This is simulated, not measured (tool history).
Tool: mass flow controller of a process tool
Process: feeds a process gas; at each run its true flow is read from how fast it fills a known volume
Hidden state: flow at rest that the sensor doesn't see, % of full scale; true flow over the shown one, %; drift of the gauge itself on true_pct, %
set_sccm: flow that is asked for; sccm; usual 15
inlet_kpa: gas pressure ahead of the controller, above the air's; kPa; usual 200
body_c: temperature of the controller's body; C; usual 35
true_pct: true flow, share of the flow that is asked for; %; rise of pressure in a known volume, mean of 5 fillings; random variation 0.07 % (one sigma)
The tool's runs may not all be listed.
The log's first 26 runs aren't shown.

run      day  set_sccm  inlet_kpa  body_c  hours of work since the controller was set to zero  hours of work since the controller was changed  true_pct
 27   308.85        26        200      25                                                 189                                            5288     97.52
 28  325.062         7        200      25                                                 361                                            5461     96.37
 29  339.558         8        200      35                                                 516                                            5615     95.92
 30  355.904         8        200      35                                                 690                                            5789     95.73
 31  370.196         8        200      35                                                 842                                            5941     95.62
 32  386.338        22        182      39                                                1013                                            6113     96.35
 33  393.988        12        192      39                                                1095                                            6194     95.54
 34  408.692        12        192      39                                                1251                                            6351     95.33
 35  420.583        20        170      39                                                1378                                            6478     95.93
 36  435.817         6        200      35                                                1540                                            6640     94.34
 37  446.475        35        235      35                                                1654                                            6753     96.45
 38  462.925        35        235      35                                                1829                                            6928     96.41
 39  472.633        15        200      27                                                1932                                            7032      95.8
 40  489.675        13        268      35                                                2113                                            7213     94.67
 41  501.725        25        158      37                                                2242                                            7341     96.06
 42    515.3        15        163      35                                                2386                                            7486     95.33
 43  529.488        15        163      35                                                2537                                            7637      95.2
 44  542.692        30        169      26                                                2678                                            7777     96.67

The next listed run, before its measurement:
 45  553.921        30        169      26                                                2797                                            7897         ?

Run 45 gave true_pct 96.52 %.
Without the tool's hidden state the same run would have given true_pct 99.4 %.

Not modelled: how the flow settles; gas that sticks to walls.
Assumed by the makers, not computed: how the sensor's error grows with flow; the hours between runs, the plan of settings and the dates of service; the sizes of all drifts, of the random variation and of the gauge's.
